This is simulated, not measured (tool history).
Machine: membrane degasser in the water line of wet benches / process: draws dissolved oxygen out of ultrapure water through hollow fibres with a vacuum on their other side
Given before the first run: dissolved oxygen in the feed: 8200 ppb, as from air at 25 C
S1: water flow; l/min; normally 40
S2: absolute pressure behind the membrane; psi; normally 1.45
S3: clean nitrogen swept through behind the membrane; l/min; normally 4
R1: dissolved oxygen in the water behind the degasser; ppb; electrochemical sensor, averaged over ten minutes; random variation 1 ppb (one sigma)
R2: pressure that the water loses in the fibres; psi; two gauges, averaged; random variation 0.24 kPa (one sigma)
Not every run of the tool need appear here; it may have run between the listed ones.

run    hour  S1    S2     S3     R1      R2
  1       0  40  1.45      4  163.1   9.356
  2     101  40  1.45      4  163.9   9.394
  3   235.6  63  1.45      4  255.6  14.675
  4   441.7  29  1.45      4  118.4   6.738
  5   628.7  40  1.45   7.59   92.8   9.382
  6   844.5  40  1.54   7.59  100.3   9.358
  7   953.5  40  1.54   7.59  101.3   9.367
  8  1114.7  40  1.45      4  164.4   9.291
  9  1280.8  40  1.45      4  164.3   9.378
 10  1434.4  40  2.49      4  324.3   9.307
 11  1549.8  40  1.45      4  165.2   9.407
 12  1698.3  35  1.64  11.13   66.4   8.192
 13  1832.5  59  1.29    1.8  394.9  13.808
 14  1956.5  24  1.74   2.75  182.3   5.606
 15  2072.4  58  3.45      4  657.3  13.497
 16  2210.6  53  1.45   2.86  288.7  12.376
 17  2348.7  24  1.29   3.29  100.6   5.596
 18  2576.3  40  1.45   2.83  222.3   9.258
 19  2718.6  56  1.45   2.83  307.6  13.037
 20  2846.2  40  2.38   4.86    258   9.342
 21  3021.4  40  1.03   4.44   88.3   9.365
     3138.6  -- seals of the vacuum lines changed
 22  3144.4  40  1.03   6.67   62.9   9.356

Alternative continuations, all from the tool just after run 22; predict every row:
  A  3270.3  40  1.03  7.73   ?   ?
  B  3270.3  57   1.8  8.51   ?   ?
  C  3270.3  40  2.73  5.31   ?   ?

run     R1      R2
  A   55.1   9.293
  B  162.3  13.294
  C  278.3   9.358
Without the tool's unlogged condition, the same runs would have read:
run     R1      R2
  A     55   9.288
  B  162.2  13.287
  C  278.3   9.353

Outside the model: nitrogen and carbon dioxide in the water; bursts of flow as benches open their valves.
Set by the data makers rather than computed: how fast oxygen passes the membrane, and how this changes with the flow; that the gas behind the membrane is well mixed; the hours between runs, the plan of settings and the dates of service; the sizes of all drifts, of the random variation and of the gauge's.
